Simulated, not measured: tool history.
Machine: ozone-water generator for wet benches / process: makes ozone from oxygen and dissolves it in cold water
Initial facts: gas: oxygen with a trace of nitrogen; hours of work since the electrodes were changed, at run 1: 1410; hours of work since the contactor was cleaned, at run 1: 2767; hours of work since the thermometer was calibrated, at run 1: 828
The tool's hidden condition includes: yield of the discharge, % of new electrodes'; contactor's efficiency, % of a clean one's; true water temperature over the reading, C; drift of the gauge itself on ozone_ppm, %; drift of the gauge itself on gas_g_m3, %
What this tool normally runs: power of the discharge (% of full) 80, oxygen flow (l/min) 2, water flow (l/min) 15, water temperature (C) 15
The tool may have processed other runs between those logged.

run    hour  power of the discharge (% of full)  oxygen flow (l/min)  water flow (l/min)  water temperature (C)  hours of work since the electrodes were changed  hours of work since the contactor was cleaned  hours of work since the thermometer was calibrated  dissolved ozone (ppm)  ozone in the gas ahead of the water (g/m3)
  1       0                                  80                    2                  15                     15                                             1410                                           2767                                                 828                     12                                       153.9
  2   153.2                                  80                    2                  15                     15                                             1549                                           2905                                                 967                   12.2                                         157
  3   263.2                                  80                    2                  15                     15                                             1648                                           3005                                                1066                   12.4                                       153.9
  4   445.4                                  80                    2                  15                     15                                             1813                                           3169                                                1231                   12.2                                       154.8
  5   565.4                                  80                    2                  15                     15                                             1921                                           3278                                                1339                   12.3                                       156.8
  6   688.9                                  80                    2                  15                     15                                             2033                                           3389                                                1451                   12.3                                       157.2
  7   824.3                                  80                    2                  13                     15                                             2155                                           3512                                                1573                   13.8                                         155
  8   961.5                                  80                    2                  13                     15                                             2279                                           3636                                                1697                   13.7                                       155.1
  9  1084.6                                  80                    2                  11                     15                                             2391                                           3747                                                1808                   15.9                                       154.5
 10  1197.9                                  80                    2                  16                     15                                             2493                                           3849                                                1911                   11.7                                         154
 11  1311.9                                  80                    2                  16                     15                                             2596                                           3952                                                2014                   11.5                                         155
     1466.6  -- contactor cleaned
 12  1485.6                                  80                 1.12                  15                     15                                             2750                                             17                                                2167                    9.2                                       187.9
 13  1600.1                                  80                    2                  15                     15                                             2853                                            121                                                2271                   12.1                                         157

Consider 5 possible next runs. They are alternatives, not a sequence: every one starts from the tool as it was left by run 13. What does each give?
  A  1731.7                                  67                    2                  15                     22                                             2972                                            240                                                2390                      ?                                           ?
  B  1731.7                                  80                 2.26                  15                     15                                             2972                                            240                                                2390                      ?                                           ?
  C  1731.7                                  80                 2.59                  15                     20                                             2972                                            240                                                2390                      ?                                           ?
  D  1731.7                                  80                 1.13                  16                     12                                             2972                                            240                                                2390                      ?                                           ?
  E  1731.7                                  52                    2                  15                     15                                             2972                                            240                                                2390                      ?                                           ?

run  dissolved ozone (ppm)  ozone in the gas ahead of the water (g/m3)
  A                   10.1                                       140.9
  B                   12.8                                       149.5
  C                   12.8                                       142.6
  D                    8.9                                       185.2
  E                    9.5                                       119.9
Had the tool no hidden state, the same runs would have come out as:
run  dissolved ozone (ppm)  ozone in the gas ahead of the water (g/m3)
  A                   10.1                                       141.1
  B                   12.9                                       149.7
  C                   12.9                                       142.9
  D                      9                                       185.5
  E                    9.5                                         120
